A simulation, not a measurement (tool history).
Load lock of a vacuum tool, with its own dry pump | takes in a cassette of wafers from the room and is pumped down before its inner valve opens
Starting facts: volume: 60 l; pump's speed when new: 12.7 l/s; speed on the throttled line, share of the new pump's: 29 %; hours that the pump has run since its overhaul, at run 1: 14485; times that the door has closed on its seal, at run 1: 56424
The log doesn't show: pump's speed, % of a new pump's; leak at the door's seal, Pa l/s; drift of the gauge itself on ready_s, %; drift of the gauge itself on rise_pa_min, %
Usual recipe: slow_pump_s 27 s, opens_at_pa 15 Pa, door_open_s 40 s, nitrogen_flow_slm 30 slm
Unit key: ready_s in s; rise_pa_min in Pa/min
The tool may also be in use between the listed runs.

run	hour	slow_pump_s	opens_at_pa	door_open_s	nitrogen_flow_slm	hours that the pump has run since its overhaul	times that the door has closed on its seal	incoming humidity of the room's air, %	ready_s	rise_pa_min
1	0.0	27	15	40	30	14485	56424	42.1	69.4	0.436
2	212.3	27	14	40	30	14697	57214	43.4	70.1	0.452
# hour 477.1: door's seal changed, seat wiped
# hour 528.1: dry pump taken out, an overhauled one fitted
3	628.7	27	15	40	7	101	542	42.4	60.0	0.036
4	947.0	27	15	40	7	419	1726	44.5	61.0	0.042
5	1259.2	27	15	40	7	731	2889	46.1	60.5	0.050
6	1513.7	27	15	40	7	986	3836	46.5	62.2	0.046
7	2000.6	27	15	40	7	1472	5649	44.7	61.5	0.056
8	2321.3	27	15	40	7	1793	6842	44.6	62.3	0.063
9	2724.8	52	15	40	30	2197	8344	42.2	77.9	0.043
10	3220.9	52	15	40	30	2693	10191	46.3	78.9	0.063
11	3482.3	52	15	40	30	2954	11164	48.8	79.8	0.066
12	3756.7	27	15	73	30	3229	12186	43.3	62.4	0.071
13	4018.5	27	15	73	30	3490	13160	46.4	62.4	0.079
14	4384.5	27	15	73	14	3856	14522	44.1	62.9	0.094
15	4702.4	15	14	59	14	4174	15706	46.1	54.3	0.102
16	5029.4	42	30	50	20	4501	16923	44.6	70.1	0.107
17	5313.3	25	13	40	30	4785	17980	45.5	62.8	0.097
18	5565.0	17	12	192	9	5037	18917	44.8	57.3	0.150
19	5878.6	48	24	192	9	5350	20084	44.4	76.1	0.152
20	6287.2	48	24	192	9	5759	21605	45.5	74.9	0.163
21	6622.4	38	15	40	17	6094	22853	45.9	71.4	0.134
22	6836.5	27	18	40	16	6308	23650	43.6	63.9	0.140

5 ways to go on from here, each from the tool as it stands after run 22. What would each give?
A	7291.0	44	18	40	16	6763	25341	43.3	?	?
B	7291.0	28	28	28	30	6763	25341	41.0	?	?
C	7291.0	41	18	40	14	6763	25341	43.0	?	?
D	7291.0	23	12	40	19	6763	25341	42.1	?	?
E	7291.0	27	22	28	6	6763	25341	41.3	?	?

run	ready_s	rise_pa_min
A	75.0	0.150
B	61.1	0.140
C	72.4	0.153
D	62.4	0.147
E	63.3	0.149
With no hidden state in the tool, these same runs would have given:
run	ready_s	rise_pa_min
A	71.8	0.030
B	57.7	0.020
C	69.1	0.030
D	58.4	0.027
E	59.6	0.028
